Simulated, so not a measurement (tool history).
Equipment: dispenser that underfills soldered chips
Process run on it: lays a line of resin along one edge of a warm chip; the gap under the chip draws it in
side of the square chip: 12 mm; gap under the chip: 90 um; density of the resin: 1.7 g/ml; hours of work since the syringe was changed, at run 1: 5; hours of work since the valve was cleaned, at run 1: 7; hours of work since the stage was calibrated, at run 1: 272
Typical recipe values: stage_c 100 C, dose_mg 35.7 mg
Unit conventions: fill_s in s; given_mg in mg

run   hour  stage_c  dose_mg  hours of work since the syringe was changed  hours of work since the valve was cleaned  hours of work since the stage was calibrated  fill_s  given_mg
  1    0.0      100     35.7                                            5                                          7                                           272    96.2     35.52
       4.5  -- new syringe of resin
  2    8.0      100     35.7                                            3                                         13                                           278    79.9     35.49
      14.4  -- new syringe of resin
  3   17.4      100     35.7                                            2                                         20                                           285    78.0     35.37
      24.3  -- new syringe of resin
  4   25.0      104     35.7                                            1                                         26                                           291    56.3     35.32
      34.5  -- new syringe of resin
  5   41.1      104     35.7                                            5                                         38                                           303    80.7     35.14
      44.9  -- new syringe of resin
      54.9  -- new syringe of resin
  6   57.8      107     35.7                                            2                                         51                                           316    56.0     34.91
      65.3  -- new syringe of resin
  7   69.4      107     35.7                                            3                                         59                                           325    62.3     34.71
      75.5  -- new syringe of resin
  8   77.6      107     35.7                                            2                                         66                                           331    54.0     34.66
      81.1  -- dispensing valve cleaned and set on the balance
      86.9  -- new syringe of resin
  9   88.9      100     44.6                                            2                                          6                                           339    69.8     44.30
      96.8  -- new syringe of resin
 10   96.8      100     35.7                                            0                                         12                                           345    63.5     35.57
     107.2  -- new syringe of resin
 11  111.7      106     35.7                                            3                                         23                                           356    64.7     35.17
     117.2  -- new syringe of resin
 12  119.0       88     35.7                                            1                                         29                                           362   121.9     35.04
     127.5  -- new syringe of resin
 13  131.5       88     35.7                                            3                                         38                                           371   140.7     35.03
     137.6  -- new syringe of resin
 14  142.6       88     35.7                                            4                                         47                                           379   147.8     34.86
     148.2  -- new syringe of resin
 15  151.6       88     40.1                                            3                                         53                                           386   133.2     38.81
     158.3  -- new syringe of resin
     168.7  -- new syringe of resin
 16  169.3      100     32.8                                            0                                         67                                           400    68.3     31.62
     171.8  -- dispensing valve cleaned and set on the balance
     179.8  -- new syringe of resin
 17  185.7      100     35.7                                            5                                         11                                           411    90.4     35.50
     189.9  -- new syringe of resin
 18  198.3      100     31.9                                            7                                         20                                           421   110.5     31.65
     199.7  -- new syringe of resin
     209.8  -- new syringe of resin
 19  210.2      104     32.1                                            0                                         29                                           430    53.8     31.78
     220.4  -- new syringe of resin
 20  227.1      101     36.0                                            5                                         42                                           443    92.3     35.28
     230.9  -- new syringe of resin
 21  236.3       96     31.1                                            4                                         49                                           450   110.4     30.31
     241.2  -- new syringe of resin
 22  249.0       87     36.8                                            6                                         59                                           459   182.7     35.71
     251.6  -- new syringe of resin
 23  258.4       87     36.8                                            5                                         66                                           467   175.4     35.63
     261.7  -- dispensing valve cleaned and set on the balance
     263.2  -- new syringe of resin
     273.6  -- new syringe of resin
 24  275.3       89     40.0                                            1                                         10                                           479   111.0     39.93
     283.8  -- new syringe of resin
 25  284.8      108     43.3                                            1                                         17                                           486    46.1     43.12
     293.7  -- new syringe of resin
 26  295.8       96     39.7                                            2                                         26                                           494    84.2     39.27
     304.4  -- new syringe of resin
 27  307.0      111     42.1                                            2                                         34                                           503    45.1     41.48
     314.4  -- new syringe of resin
 28  317.1      111     36.9                                            2                                         42                                           510    45.8     36.16
     324.6  -- new syringe of resin
 29  332.0      110     41.0                                            6                                         53                                           522    64.4     39.93
     334.9  -- new syringe of resin
 30  340.3      110     41.0                                            4                                         60                                           528    55.5     39.84
     345.5  -- new syringe of resin
     351.9  -- dispensing valve cleaned and set on the balance
 31  355.3      110     41.0                                            7                                          3                                           539    68.7     40.98
     356.5  -- new syringe of resin
     367.1  -- new syringe of resin
 32  372.2       88     33.8                                            4                                         15                                           551   147.7     33.68
     376.9  -- new syringe of resin
 33  384.5       88     33.8                                            6                                         25                                           561   172.3     33.51
     387.0  -- new syringe of resin
 34  392.7      115     40.2                                            4                                         31                                           567    45.5     39.59
     397.3  -- new syringe of resin
 35  404.6      115     40.2                                            6                                         40                                           576    50.4     39.46

Some steps in fill_s, run to run, broken into two amounts with sign: the step expected even without the hidden condition (settings, incoming material, random variation), and the rest, left for the hidden condition together with whatever gauge scatter is not in both the measured and the hidden-condition-free result:
The tool's hidden condition here consists of: resin's viscosity, % of fresh resin's; dose that the valve gives, % of what is set; true chip temperature over the reading, C; drift of the gauge itself on fill_s, %; drift of the gauge itself on given_mg, %.
Run 18 -> 19: stage_c 100 -> 104, dose_mg 31.9 -> 32.1, new syringe of resin, new syringe of resin. fill_s -56.7 s: hidden state -44.3, all else -12.4.
Run 21 -> 22: stage_c 96 -> 87, dose_mg 31.1 -> 36.8, new syringe of resin. fill_s +72.3 s: hidden state +33.4, all else +38.9.
Run 23 -> 24: stage_c 87 -> 89, dose_mg 36.8 -> 40.0, dispensing valve cleaned and set on the balance, new syringe of resin, new syringe of resin. fill_s -64.4 s: hidden state -51.7, all else -12.7.
Run 31 -> 32: stage_c 110 -> 88, dose_mg 41.0 -> 33.8, new syringe of resin, new syringe of resin. fill_s +79.0 s: hidden state +5.1, all else +73.9.
Run 33 -> 34: stage_c 88 -> 115, dose_mg 33.8 -> 40.2, new syringe of resin. fill_s -126.8 s: hidden state -43.6, all else -83.2.

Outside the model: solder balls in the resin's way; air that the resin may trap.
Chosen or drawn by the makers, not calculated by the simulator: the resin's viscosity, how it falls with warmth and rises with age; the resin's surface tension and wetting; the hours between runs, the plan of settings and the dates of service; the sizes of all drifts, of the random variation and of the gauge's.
